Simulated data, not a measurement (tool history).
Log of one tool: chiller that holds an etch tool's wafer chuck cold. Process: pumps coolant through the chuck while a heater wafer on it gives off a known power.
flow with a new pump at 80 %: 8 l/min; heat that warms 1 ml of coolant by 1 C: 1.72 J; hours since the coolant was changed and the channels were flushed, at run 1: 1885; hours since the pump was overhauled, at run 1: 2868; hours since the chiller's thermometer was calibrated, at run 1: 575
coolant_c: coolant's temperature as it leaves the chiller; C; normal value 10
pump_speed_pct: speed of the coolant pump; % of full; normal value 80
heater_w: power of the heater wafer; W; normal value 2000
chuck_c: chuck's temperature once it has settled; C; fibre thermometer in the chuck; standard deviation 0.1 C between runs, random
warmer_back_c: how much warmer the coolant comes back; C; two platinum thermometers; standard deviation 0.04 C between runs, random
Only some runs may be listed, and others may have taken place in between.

run	hour	coolant_c	pump_speed_pct	heater_w	hours since the coolant was changed and the channels were flushed	hours since the pump was overhauled	hours since the chiller's thermometer was calibrated	chuck_c	warmer_back_c
1	0	10	80	2000	1885	2868	575	40.4	10.07
2	79.2	10	80	2000	1965	2947	655	40.7	10.07
3	131.9	10	80	2000	2017	3000	707	40.8	10.04
4	218.6	10	80	2000	2104	3087	794	41	10.14
5	301.8	10	80	2000	2187	3170	877	41.3	10.32
6	388.1	10	80	2000	2273	3256	963	41.4	10.28
7	439.8	10	80	2000	2325	3308	1015	41.3	10.29
8	520.1	10	80	2000	2406	3388	1095	41.9	10.5
9	605.6	10	80	2000	2491	3474	1181	42	10.37
# hour 649.5: coolant changed, channels flushed
10	698.6	10	80	2000	49	3561	1268	39.4	10.5
11	776.6	10	80	2000	127	3639	1346	39.7	10.48
12	831.8	10	83	2000	182	3694	1401	39	10.13
13	936.7	10	97	2000	287	3799	1506	35.9	8.71
14	1041.1	10	73	2000	392	3903	1610	42.5	11.72
15	1121.5	10	73	2000	472	3984	1691	42.7	11.85
# hour 1229.4: coolant pump overhauled
16	1232.1	10	80	1282	578	3	1796	27.1	5.57
17	1298.3	10	80	1282	644	69	1863	27.2	5.57
18	1399.2	2	80	1282	745	170	1964	19.2	5.63
19	1483.8	2	80	1282	829	254	2048	19.6	5.59
# hour 1517.5: chiller's thermometer calibrated
20	1600.4	2	80	1583	945	370	83	23.2	6.98
21	1703.7	2	80	1583	1048	473	186	23.3	7.05
22	1813.9	2	80	1583	1158	583	296	23.2	7.08
23	1869.6	5	93	1583	1214	639	352	24.2	6.08
24	1969.4	5	93	1583	1314	739	452	24.2	6.08
25	2032.7	5	88	1583	1377	802	515	25.2	6.53
26	2129.2	10	80	2127	1474	899	612	39.4	9.7
27	2239.8	10	99	2506	1584	1009	722	39.8	9.17
28	2323.4	1	99	2506	1668	1093	806	31.1	9.27
29	2413.1	1	67	2506	1758	1183	896	41.6	13.77
30	2461	18	69	2701	1806	1231	944	60.9	14.44
31	2517.4	4	86	1673	1862	1287	1000	26.9	7.25
32	2606.1	7	80	1625	1951	1376	1089	30.4	7.57
33	2699.4	7	80	1625	2044	1469	1182	30.7	7.58

3 options for the next run, each taken on its own from the tool as it stands now. Forecast them:
A	2802.7	7	80	1985	2147	1572	1285	?	?
B	2802.7	7	60	1625	2147	1572	1285	?	?
C	2802.7	17	62	2000	2147	1572	1285	?	?

run	chuck_c	warmer_back_c
A	36.3	9.3
B	36.7	10.22
C	52.5	12.15
Without the tool's unlogged condition, the same runs would have read:
run	chuck_c	warmer_back_c
A	32.3	8.64
B	32.7	9.49
C	47.7	11.28
